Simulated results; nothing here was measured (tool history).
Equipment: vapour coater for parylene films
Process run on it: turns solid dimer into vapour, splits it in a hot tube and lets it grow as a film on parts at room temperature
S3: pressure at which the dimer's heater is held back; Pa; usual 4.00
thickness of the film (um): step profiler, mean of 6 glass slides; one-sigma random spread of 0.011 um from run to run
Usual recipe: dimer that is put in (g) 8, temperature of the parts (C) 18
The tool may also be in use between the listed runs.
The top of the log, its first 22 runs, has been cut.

{"run": 23, "hour": 712.9, "dimer that is put in (g)": 8, "temperature of the parts (C)": 18, "S3": 5.16, "thickness of the film (um)": 1.35}
{"hour": 729.0, "done": "table's thermometer calibrated, once more"}
{"run": 24, "hour": 757.8, "dimer that is put in (g)": 14, "temperature of the parts (C)": 18, "S3": 4.0, "thickness of the film (um)": 2.31}
{"run": 25, "hour": 789.6, "dimer that is put in (g)": 4, "temperature of the parts (C)": 15, "S3": 4.0, "thickness of the film (um)": 0.7}
{"run": 26, "hour": 831.6, "dimer that is put in (g)": 7, "temperature of the parts (C)": 29, "S3": 4.0, "thickness of the film (um)": 0.89}
{"run": 27, "hour": 868.7, "dimer that is put in (g)": 8, "temperature of the parts (C)": 17, "S3": 4.0, "thickness of the film (um)": 1.33}
{"run": 28, "hour": 909.5, "dimer that is put in (g)": 8, "temperature of the parts (C)": 17, "S3": 4.0, "thickness of the film (um)": 1.34}
{"run": 29, "hour": 942.7, "dimer that is put in (g)": 8, "temperature of the parts (C)": 21, "S3": 2.43, "thickness of the film (um)": 1.25}
{"run": 30, "hour": 961.3, "dimer that is put in (g)": 8, "temperature of the parts (C)": 11, "S3": 2.75, "thickness of the film (um)": 1.56}
{"run": 31, "hour": 1001.3, "dimer that is put in (g)": 8, "temperature of the parts (C)": 11, "S3": 2.75, "thickness of the film (um)": 1.55}
{"run": 32, "hour": 1044.4, "dimer that is put in (g)": 8, "temperature of the parts (C)": 11, "S3": 2.75, "thickness of the film (um)": 1.54}
{"run": 33, "hour": 1073.4, "dimer that is put in (g)": 12, "temperature of the parts (C)": 22, "S3": 2.75, "thickness of the film (um)": 1.82}
{"run": 34, "hour": 1117.9, "dimer that is put in (g)": 12, "temperature of the parts (C)": 17, "S3": 11.47, "thickness of the film (um)": 1.84}
{"run": 35, "hour": 1145.1, "dimer that is put in (g)": 7, "temperature of the parts (C)": 18, "S3": 2.07, "thickness of the film (um)": 1.15}
{"hour": 1167.1, "done": "trap's valve overhauled"}
{"run": 36, "hour": 1182.3, "dimer that is put in (g)": 6, "temperature of the parts (C)": 13, "S3": 6.13, "thickness of the film (um)": 1.12}
{"run": 37, "hour": 1213.0, "dimer that is put in (g)": 4, "temperature of the parts (C)": 13, "S3": 6.13, "thickness of the film (um)": 0.74}
{"run": 38, "hour": 1241.5, "dimer that is put in (g)": 8, "temperature of the parts (C)": 30, "S3": 5.52, "thickness of the film (um)": 1.02}
{"run": 39, "hour": 1276.5, "dimer that is put in (g)": 8, "temperature of the parts (C)": 30, "S3": 5.52, "thickness of the film (um)": 1.01}
{"run": 40, "hour": 1303.0, "dimer that is put in (g)": 8, "temperature of the parts (C)": 18, "S3": 6.45, "thickness of the film (um)": 1.32}
{"run": 41, "hour": 1323.6, "dimer that is put in (g)": 8, "temperature of the parts (C)": 18, "S3": 6.45, "thickness of the film (um)": 1.3}
{"run": 42, "hour": 1352.8, "dimer that is put in (g)": 8, "temperature of the parts (C)": 18, "S3": 6.45, "thickness of the film (um)": 1.33}
{"run": 43, "hour": 1381.0, "dimer that is put in (g)": 4, "temperature of the parts (C)": 24, "S3": 8.69, "thickness of the film (um)": 0.57}
{"run": 44, "hour": 1412.4, "dimer that is put in (g)": 8, "temperature of the parts (C)": 19, "S3": 2.24, "thickness of the film (um)": 1.33}
{"run": 45, "hour": 1450.0, "dimer that is put in (g)": 12, "temperature of the parts (C)": 18, "S3": 4.0, "thickness of the film (um)": 2.0}
{"run": 46, "hour": 1480.2, "dimer that is put in (g)": 7, "temperature of the parts (C)": 25, "S3": 11.42, "thickness of the film (um)": 0.94}

Below are 3 alternative next runs, each starting from the tool's condition after run 46. Predict each:
{"run": "A", "hour": 1514.6, "dimer that is put in (g)": 7, "temperature of the parts (C)": 12, "S3": 11.42, "thickness of the film (um)": "?"}
{"run": "B", "hour": 1514.6, "dimer that is put in (g)": 7, "temperature of the parts (C)": 27, "S3": 6.19, "thickness of the film (um)": "?"}
{"run": "C", "hour": 1514.6, "dimer that is put in (g)": 6, "temperature of the parts (C)": 17, "S3": 4.0, "thickness of the film (um)": "?"}

run=A thickness_of_the_film_(um)=1.27
run=B thickness_of_the_film_(um)=0.92
run=C thickness_of_the_film_(um)=1.04
Without the tool's hidden state the same runs would have given:
run=A thickness_of_the_film_(um)=1.31
run=B thickness_of_the_film_(um)=0.95
run=C thickness_of_the_film_(um)=1.07

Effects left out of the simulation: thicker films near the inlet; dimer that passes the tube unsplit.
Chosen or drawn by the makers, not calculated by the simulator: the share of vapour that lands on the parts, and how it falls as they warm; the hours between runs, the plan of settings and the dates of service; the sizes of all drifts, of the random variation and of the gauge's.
